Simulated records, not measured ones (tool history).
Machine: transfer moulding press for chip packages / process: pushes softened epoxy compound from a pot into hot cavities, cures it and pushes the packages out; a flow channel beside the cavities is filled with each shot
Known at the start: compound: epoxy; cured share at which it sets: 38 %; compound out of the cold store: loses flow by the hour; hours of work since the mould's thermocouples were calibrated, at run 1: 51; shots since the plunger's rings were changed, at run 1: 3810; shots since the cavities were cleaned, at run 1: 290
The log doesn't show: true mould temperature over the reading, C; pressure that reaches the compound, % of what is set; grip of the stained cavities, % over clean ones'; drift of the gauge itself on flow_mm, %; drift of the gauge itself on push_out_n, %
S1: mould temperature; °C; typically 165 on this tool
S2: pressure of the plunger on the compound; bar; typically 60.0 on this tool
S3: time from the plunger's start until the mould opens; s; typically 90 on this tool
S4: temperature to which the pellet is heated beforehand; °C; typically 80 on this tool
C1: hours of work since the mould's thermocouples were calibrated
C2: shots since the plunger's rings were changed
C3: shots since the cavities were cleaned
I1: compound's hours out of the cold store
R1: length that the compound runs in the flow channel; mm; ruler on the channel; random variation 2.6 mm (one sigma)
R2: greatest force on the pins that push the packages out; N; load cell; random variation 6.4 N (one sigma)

run 1 hour=0.0 | S1=165 S2=60.0 S3=90 S4=80 | C1=51 C2=3810 C3=290 | I1=19.2 | R1=681 R2=375
run 2 hour=8.0 | S1=165 S2=60.0 S3=90 S4=80 | C1=55 C2=3881 C3=361 | I1=33.2 | R1=626 R2=395
run 3 hour=12.7 | S1=165 S2=60.0 S3=90 S4=80 | C1=58 C2=3922 C3=402 | I1=24.7 | R1=659 R2=399
-- hour=17.0 cavities cleaned with cleaning compound and waxed
run 4 hour=22.0 | S1=165 S2=60.0 S3=90 S4=80 | C1=61 C2=3991 C3=44 | I1=43.0 | R1=595 R2=261
run 5 hour=26.3 | S1=165 S2=60.0 S3=90 S4=80 | C1=63 C2=4028 C3=81 | I1=8.5 | R1=720 R2=303
run 6 hour=35.4 | S1=165 S2=60.0 S3=90 S4=80 | C1=68 C2=4109 C3=162 | I1=31.9 | R1=631 R2=330
run 7 hour=40.8 | S1=165 S2=52.1 S3=90 S4=80 | C1=71 C2=4156 C3=209 | I1=37.5 | R1=565 R2=325
run 8 hour=48.6 | S1=165 S2=52.1 S3=90 S4=80 | C1=75 C2=4225 C3=278 | I1=29.0 | R1=599 R2=376
run 9 hour=54.2 | S1=165 S2=52.1 S3=90 S4=80 | C1=77 C2=4274 C3=327 | I1=28.9 | R1=592 R2=392
run 10 hour=59.7 | S1=170 S2=52.1 S3=90 S4=80 | C1=80 C2=4322 C3=375 | I1=40.6 | R1=545 R2=351
run 11 hour=64.3 | S1=165 S2=60.0 S3=90 S4=80 | C1=82 C2=4363 C3=416 | I1=30.5 | R1=629 R2=402
-- hour=67.2 cavities cleaned with cleaning compound and waxed
run 12 hour=72.6 | S1=169 S2=60.0 S3=90 S4=80 | C1=86 C2=4423 C3=48 | I1=33.9 | R1=609 R2=259
run 13 hour=81.1 | S1=165 S2=60.0 S3=90 S4=80 | C1=90 C2=4498 C3=123 | I1=40.5 | R1=597 R2=301
run 14 hour=87.2 | S1=165 S2=60.0 S3=90 S4=80 | C1=93 C2=4552 C3=177 | I1=46.8 | R1=573 R2=319
run 15 hour=92.9 | S1=165 S2=53.1 S3=90 S4=81 | C1=96 C2=4602 C3=227 | I1=44.5 | R1=546 R2=357
run 16 hour=100.3 | S1=162 S2=53.1 S3=90 S4=81 | C1=99 C2=4667 C3=292 | I1=28.0 | R1=602 R2=420
-- hour=109.1 plunger's sealing rings changed
run 17 hour=109.8 | S1=162 S2=53.1 S3=105 S4=88 | C1=103 C2=6 C3=353 | I1=13.6 | R1=717 R2=380
run 18 hour=114.3 | S1=162 S2=53.1 S3=105 S4=88 | C1=105 C2=46 C3=393 | I1=32.0 | R1=645 R2=369
-- hour=119.6 cavities cleaned with cleaning compound and waxed
run 19 hour=122.5 | S1=164 S2=55.9 S3=129 S4=72 | C1=108 C2=105 C3=26 | I1=46.0 | R1=608 R2=216
run 20 hour=131.0 | S1=164 S2=55.9 S3=129 S4=72 | C1=113 C2=180 C3=101 | I1=16.9 | R1=712 R2=261
run 21 hour=139.2 | S1=165 S2=57.8 S3=79 S4=80 | C1=117 C2=252 C3=173 | I1=23.2 | R1=693 R2=408
run 22 hour=149.0 | S1=165 S2=57.8 S3=79 S4=80 | C1=122 C2=338 C3=259 | I1=26.7 | R1=681 R2=448

What does the tool deliver on the next run?
run 23 hour=153.1 | S1=165 S2=57.8 S3=79 S4=80 | C1=124 C2=374 C3=295 | I1=19.5 | R1=? R2=?

Run 23 measured R1 713 mm, R2 451 N.
Minus the tool's unlogged condition, the same run would have read R1 718 mm, R2 286 N.
